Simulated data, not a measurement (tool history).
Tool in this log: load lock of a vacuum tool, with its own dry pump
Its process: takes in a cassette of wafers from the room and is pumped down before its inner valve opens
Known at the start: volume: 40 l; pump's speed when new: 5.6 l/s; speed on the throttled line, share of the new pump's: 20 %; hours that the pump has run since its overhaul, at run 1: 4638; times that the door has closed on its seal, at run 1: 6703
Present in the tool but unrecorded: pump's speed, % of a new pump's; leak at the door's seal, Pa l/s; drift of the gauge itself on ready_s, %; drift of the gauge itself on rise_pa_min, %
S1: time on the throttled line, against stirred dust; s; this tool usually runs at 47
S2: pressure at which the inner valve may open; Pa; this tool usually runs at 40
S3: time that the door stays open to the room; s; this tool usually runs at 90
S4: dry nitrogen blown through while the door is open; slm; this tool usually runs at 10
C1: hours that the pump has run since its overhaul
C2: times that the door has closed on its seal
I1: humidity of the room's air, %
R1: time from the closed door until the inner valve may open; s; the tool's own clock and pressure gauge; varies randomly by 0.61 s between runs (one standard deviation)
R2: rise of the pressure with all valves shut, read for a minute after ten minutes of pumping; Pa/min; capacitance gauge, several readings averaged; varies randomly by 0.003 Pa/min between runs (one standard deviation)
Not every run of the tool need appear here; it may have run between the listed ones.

Run 1, hour 0.0: usual settings; C1 4638; C2 6703; I1 43.5. Result: R1 92.5 s, R2 0.063 Pa/min.
Run 2, hour 428.9: usual settings; C1 5067; C2 7160; I1 44.9. Result: R1 93.9 s, R2 0.061 Pa/min.
Run 3, hour 965.2: usual settings; C1 5604; C2 7733; I1 45.8. Result: R1 94.1 s, R2 0.066 Pa/min.
Run 4, hour 1375.3: usual settings; C1 6014; C2 8170; I1 43.5. Result: R1 93.4 s, R2 0.065 Pa/min.
Run 5, hour 1793.2: usual settings; C1 6432; C2 8616; I1 46.4. Result: R1 94.4 s, R2 0.076 Pa/min.
Run 6, hour 2058.9: usual settings; C1 6697; C2 8900; I1 45.7. Result: R1 94.3 s, R2 0.073 Pa/min.
Run 7, hour 2342.0: usual settings; C1 6980; C2 9202; I1 46.4. Result: R1 93.5 s, R2 0.077 Pa/min.
Run 8, hour 2805.4: usual settings but S3 58 s; C1 7444; C2 9696; I1 42.5. Result: R1 94.0 s, R2 0.065 Pa/min.
Run 9, hour 3202.4: usual settings but S3 58 s, S4 43 slm; C1 7841; C2 10120; I1 46.4. Result: R1 94.8 s, R2 0.051 Pa/min.
Run 10, hour 3509.2: usual settings but S3 58 s, S4 43 slm; C1 8148; C2 10447; I1 44.9. Result: R1 93.5 s, R2 0.048 Pa/min.
Run 11, hour 3745.2: usual settings but S1 51 s, S2 52 Pa, S3 92 s, S4 5 slm; C1 8383; C2 10699; I1 46.7. Result: R1 96.3 s, R2 0.103 Pa/min.
Run 12, hour 4100.3: usual settings but S1 29 s, S2 49 Pa; C1 8739; C2 11078; I1 44.5. Result: R1 79.3 s, R2 0.085 Pa/min.
Run 13, hour 4600.5: usual settings but S1 84 s, S2 47 Pa, S4 25 slm; C1 9239; C2 11611; I1 45.6. Result: R1 124.1 s, R2 0.066 Pa/min.
Run 14, hour 5063.4: usual settings but S1 84 s, S2 37 Pa, S4 27 slm; C1 9702; C2 12105; I1 47.5. Result: R1 125.0 s, R2 0.077 Pa/min.
Run 15, hour 5612.7: usual settings but S1 75 s, S3 85 s; C1 10251; C2 12691; I1 44.4. Result: R1 118.5 s, R2 0.085 Pa/min.

Alternative continuations, all from the tool just after run 15; predict every row:
Run A, hour 5898.0: usual settings but S1 33 s, S2 78 Pa, S3 230 s; C1 10536; C2 12996; I1 46.1. Result: R1 ?, R2 ?.
Run B, hour 5898.0: usual settings but S2 59 Pa, S4 6 slm; C1 10536; C2 12996; I1 46.9. Result: R1 ?, R2 ?.
Run C, hour 5898.0: usual settings but S1 25 s, S2 56 Pa; C1 10536; C2 12996; I1 40.3. Result: R1 ?, R2 ?.
Run D, hour 5898.0: usual settings but S1 55 s, S3 85 s; C1 10536; C2 12996; I1 41.8. Result: R1 ?, R2 ?.

run     R1     R2
  A   79.1  0.120
  B   92.8  0.106
  C   75.6  0.084
  D  101.8  0.090
What these runs would have given with no unlogged condition in the tool:
run    R1     R2
  A  77.1  0.074
  B  90.9  0.060
  C  73.4  0.037
  D  99.9  0.043
